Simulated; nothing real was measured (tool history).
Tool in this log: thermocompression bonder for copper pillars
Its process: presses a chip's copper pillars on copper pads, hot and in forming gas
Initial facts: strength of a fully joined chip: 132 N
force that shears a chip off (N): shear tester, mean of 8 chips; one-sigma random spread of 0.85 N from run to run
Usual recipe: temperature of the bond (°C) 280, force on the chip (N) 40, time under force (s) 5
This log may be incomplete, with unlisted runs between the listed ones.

run	day	temperature of the bond (°C)	force on the chip (N)	time under force (s)	force that shears a chip off (N)
1	0	280	40	5	72.7
2	0.729	280	40	5	73.2
3	1.404	280	40	5	73.4
4	2.196	280	40	5	73.7
5	3.279	276	40	5	70.1
6	3.762	276	40	3	58
7	4.338	276	40	3	58.5
8	4.925	280	40	5	71.9
9	5.842	280	40	5	72.7
10	6.942	280	40	5	74.6
11	7.742	280	40	13	96.2
12	8.446	280	40	13	96
13	9.479	280	40	13	96.4
14	10.304	280	40	13	95.1
15	11.088	280	40	13	96.1
16	12.133	280	40	5	73.3
17	12.992	280	40	5	74.7
18	13.975	280	40	5	73.8
19	14.517	280	40	5	74
20	14.992	280	40	5	73.8
21	15.667	280	40	5	73.8
22	16.471	280	41	5	75.1
23	17.604	280	41	5	75.5
24	18.175	286	26	5	59.9
25	18.967	286	26	9	71.6
26	19.504	286	26	9	71.6
27	19.962	286	26	9	72.7
# day 20.571: forming gas filter changed
28	21.117	284	24	9	70.6
29	21.954	284	24	9	70.1
30	22.442	284	24	9	71.2
31	23.246	284	24	9	71.3
32	23.921	284	24	9	70.3
33	24.679	284	24	9	71
34	25.667	281	40	4	73.6
35	26.783	281	40	4	73.9
36	27.446	288	54	5	98
37	28.317	288	54	5	100.2
38	29.342	288	54	5	99.1
# day 29.783: heater calibrated with a thermocouple chip
39	30.45	297	57	5	97.5
40	31.275	251	27	5	31.8
41	31.95	309	40	11	108.4

Here are 3 independent what-if runs from the current tool condition. What would each one return?
A	32.529	273	42	3	?
B	32.529	273	55	11	?
C	32.529	309	24	8	?

run	force that shears a chip off (N)
A	53.9
B	93.7
C	78.2
Stripped of hidden state, with their random variation kept, the same runs would have yielded:
run	force that shears a chip off (N)
A	55.1
B	95.7
C	79.9
